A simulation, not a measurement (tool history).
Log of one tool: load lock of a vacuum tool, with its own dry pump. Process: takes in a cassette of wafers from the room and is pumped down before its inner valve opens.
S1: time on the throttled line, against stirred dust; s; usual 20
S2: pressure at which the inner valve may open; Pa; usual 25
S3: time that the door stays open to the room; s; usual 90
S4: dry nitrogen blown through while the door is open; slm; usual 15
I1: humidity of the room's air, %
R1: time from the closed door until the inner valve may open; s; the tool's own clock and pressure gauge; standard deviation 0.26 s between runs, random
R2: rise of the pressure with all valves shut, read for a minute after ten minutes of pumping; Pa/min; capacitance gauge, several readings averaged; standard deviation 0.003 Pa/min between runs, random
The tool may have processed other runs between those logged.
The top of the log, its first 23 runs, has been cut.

run    hour  S1  S2   S3  S4    I1    R1     R2
 24  2133.7  10  37  116  37  44.9  38.2  0.049
 25  2246.5  15  42   37  14  44.2  41.2  0.045
 26  2376.3  15  42   37  14  48.2  40.8  0.056
 27  2491.3  20  25   90   7  46.3  46.6  0.079
 28  2617.1  20  47  102   7  47.0  44.3  0.082
 29  2731.5  32  25   90   8  45.8  54.8  0.081
 30  2797.1  20  25   89  27  45.0  46.2  0.057
 31  2906.9  17  25   79   4  44.0  45.0  0.086
 32  3002.8  38  25   90  15  45.6  59.1  0.078
 33  3103.8  38  43   90   7  44.8  57.0  0.091
 34  3208.6  38  46   90   7  43.2  56.5  0.082
 35  3280.0  20  41   38  15  44.4  44.6  0.070
 36  3390.1  39  41   32  12  44.5  57.6  0.064

What if the next run were any one of these 4? Each begins from the tool's condition after run 36:
  A  3475.4  39  40  167  40  45.5   ?   ?
  B  3475.4  19  25   90  16  45.5   ?   ?
  C  3475.4  22  21   32  10  46.1   ?   ?
  D  3475.4  27  25   90  15  45.8   ?   ?

run    R1     R2
  A  57.8  0.068
  B  46.4  0.082
  C  49.6  0.076
  D  51.8  0.081
Without the tool's unlogged condition, the same runs would have read:
run    R1     R2
  A  56.9  0.045
  B  45.0  0.058
  C  48.3  0.052
  D  50.6  0.057
